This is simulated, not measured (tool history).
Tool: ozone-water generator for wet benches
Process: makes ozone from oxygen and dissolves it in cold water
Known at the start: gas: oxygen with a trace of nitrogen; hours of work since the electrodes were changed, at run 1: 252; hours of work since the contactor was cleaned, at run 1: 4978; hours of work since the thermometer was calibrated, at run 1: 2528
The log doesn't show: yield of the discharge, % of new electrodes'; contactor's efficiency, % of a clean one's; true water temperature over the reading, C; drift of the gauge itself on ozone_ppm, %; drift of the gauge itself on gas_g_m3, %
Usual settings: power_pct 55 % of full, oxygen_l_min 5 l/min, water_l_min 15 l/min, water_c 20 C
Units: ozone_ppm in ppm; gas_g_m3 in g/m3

| run | day | power_pct | oxygen_l_min | water_l_min | water_c | hours of work since the electrodes were changed | hours of work since the contactor was cleaned | hours of work since the thermometer was calibrated | ozone_ppm | gas_g_m3 |
|---|---|---|---|---|---|---|---|---|---|---|
| 1 | 0 | 55 | 5 | 15 | 20 | 252 | 4978 | 2528 | 18.6 | 150.7 |
| 2 | 1.221 | 55 | 4.52 | 15 | 20 | 271 | 4997 | 2547 | 18 | 157.4 |
| 3 | 1.788 | 55 | 4.52 | 15 | 20 | 279 | 5005 | 2556 | 18.3 | 154.9 |
| 4 | 2.6 | 55 | 5 | 15 | 20 | 292 | 5018 | 2568 | 18.4 | 153.1 |
| 5 | 3.271 | 55 | 5 | 15 | 20 | 302 | 5028 | 2578 | 18.7 | 150.8 |
| 6 | 4.492 | 55 | 5 | 15 | 20 | 321 | 5047 | 2597 | 18.6 | 150.6 |
| 7 | 5.646 | 55 | 5 | 15 | 14 | 338 | 5065 | 2615 | 20.4 | 150.2 |
| 8 | 6.542 | 55 | 5 | 15 | 14 | 352 | 5078 | 2629 | 20.4 | 152.5 |
| 9 | 7.679 | 55 | 5 | 15 | 14 | 370 | 5096 | 2646 | 20.4 | 152.3 |
| 10 | 8.446 | 55 | 5.81 | 15 | 14 | 381 | 5108 | 2658 | 20.6 | 143.4 |
| 11 | 9.579 | 55 | 5.81 | 15 | 14 | 399 | 5125 | 2675 | 20.9 | 143.6 |
|  | 9.871 | contactor cleaned |
| 12 | 11.071 | 55 | 5 | 15 | 20 | 419 | 18 | 2696 | 17.9 | 151.2 |
| 13 | 11.804 | 55 | 5 | 15 | 20 | 430 | 30 | 2707 | 18.2 | 152.1 |
| 14 | 12.65 | 55 | 7.2 | 15 | 19 | 443 | 43 | 2720 | 18.7 | 133.2 |
| 15 | 13.675 | 56 | 3.46 | 13 | 19 | 459 | 58 | 2735 | 19.4 | 174.7 |
|  | 14.033 | contactor cleaned, once more |
| 16 | 14.858 | 94 | 3.22 | 21 | 12 | 475 | 13 | 2751 | 23.5 | 284.8 |
| 17 | 15.717 | 94 | 3.22 | 21 | 17 | 488 | 26 | 2764 | 22.5 | 289 |
| 18 | 16.925 | 66 | 3.22 | 15 | 12 | 506 | 44 | 2783 | 23.4 | 208.2 |
| 19 | 17.733 | 54 | 7.88 | 21 | 22 | 519 | 57 | 2795 | 15.3 | 125.6 |
| 20 | 18.558 | 54 | 2.72 | 20 | 27 | 531 | 69 | 2808 | 12 | 185 |
| 21 | 19.35 | 54 | 2.78 | 17 | 27 | 544 | 82 | 2820 | 13.7 | 182.5 |
| 22 | 20.4 | 54 | 2.78 | 17 | 27 | 560 | 98 | 2836 | 14 | 183.5 |
| 23 | 21.062 | 59 | 4.59 | 17 | 27 | 570 | 108 | 2846 | 16.5 | 166.9 |
| 24 | 21.862 | 49 | 6.21 | 15 | 14 | 582 | 120 | 2859 | 19.6 | 128 |
| 25 | 22.679 | 74 | 5 | 12 | 20 | 595 | 133 | 2871 | 29.1 | 197.6 |

The next listed run, before its measurement:
| 26 | 23.962 | 47 | 4.46 | 22 | 20 | 614 | 152 | 2891 | ? | ? |

ozone_ppm: 12 ppm
gas_g_m3: 135.1 g/m3
Without the tool's hidden state the same run would have given ozone_ppm 12.2 ppm, gas_g_m3 135.7 g/m3.
